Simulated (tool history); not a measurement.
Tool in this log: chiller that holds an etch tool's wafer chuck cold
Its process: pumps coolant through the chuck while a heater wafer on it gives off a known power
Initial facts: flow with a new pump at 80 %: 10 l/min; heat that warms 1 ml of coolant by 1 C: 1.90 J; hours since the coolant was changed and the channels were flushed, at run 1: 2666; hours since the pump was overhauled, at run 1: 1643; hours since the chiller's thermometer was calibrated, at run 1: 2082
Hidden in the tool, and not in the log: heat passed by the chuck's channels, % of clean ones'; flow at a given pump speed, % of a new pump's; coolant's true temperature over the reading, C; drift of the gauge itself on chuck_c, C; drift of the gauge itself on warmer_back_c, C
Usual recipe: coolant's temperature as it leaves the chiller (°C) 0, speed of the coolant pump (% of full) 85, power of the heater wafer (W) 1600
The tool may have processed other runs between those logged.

| run | hour | coolant's temperature as it leaves the chiller (°C) | speed of the coolant pump (% of full) | power of the heater wafer (W) | hours since the coolant was changed and the channels were flushed | hours since the pump was overhauled | hours since the chiller's thermometer was calibrated | chuck's temperature once it has settled (°C) | how much warmer the coolant comes back (C) |
|---|---|---|---|---|---|---|---|---|---|
| 1 | 0 | 0 | 85 | 1600 | 2666 | 1643 | 2082 | 13.7 | 4.92 |
| 2 | 32.9 | 0 | 85 | 1600 | 2699 | 1676 | 2115 | 13.7 | 4.88 |
| 3 | 80.5 | 0 | 85 | 1600 | 2746 | 1724 | 2162 | 13.5 | 4.87 |
| 4 | 115.5 | 0 | 85 | 1600 | 2781 | 1759 | 2197 | 13.5 | 4.83 |
| 5 | 165.1 | 0 | 85 | 1600 | 2831 | 1808 | 2247 | 13.8 | 4.89 |
|  | 174.8 | coolant pump overhauled |
| 6 | 220.7 | 0 | 85 | 1600 | 2882 | 46 | 2297 | 13.6 | 4.93 |
| 7 | 252.5 | 7 | 72 | 1380 | 2913 | 78 | 2329 | 20.2 | 5.01 |

Run 8 has not been measured yet. What should we expect?
| 8 | 275.7 | -5 | 62 | 1600 | 2937 | 101 | 2352 | ? | ? |

{"run 8": {"chuck's temperature once it has settled (°C)": 11.7, "how much warmer the coolant comes back (C)": 6.74}}
If the tool had no hidden condition, the same run with the same run-to-run variation would have returned chuck's temperature once it has settled (°C) 9.2, how much warmer the coolant comes back (C) 6.53.

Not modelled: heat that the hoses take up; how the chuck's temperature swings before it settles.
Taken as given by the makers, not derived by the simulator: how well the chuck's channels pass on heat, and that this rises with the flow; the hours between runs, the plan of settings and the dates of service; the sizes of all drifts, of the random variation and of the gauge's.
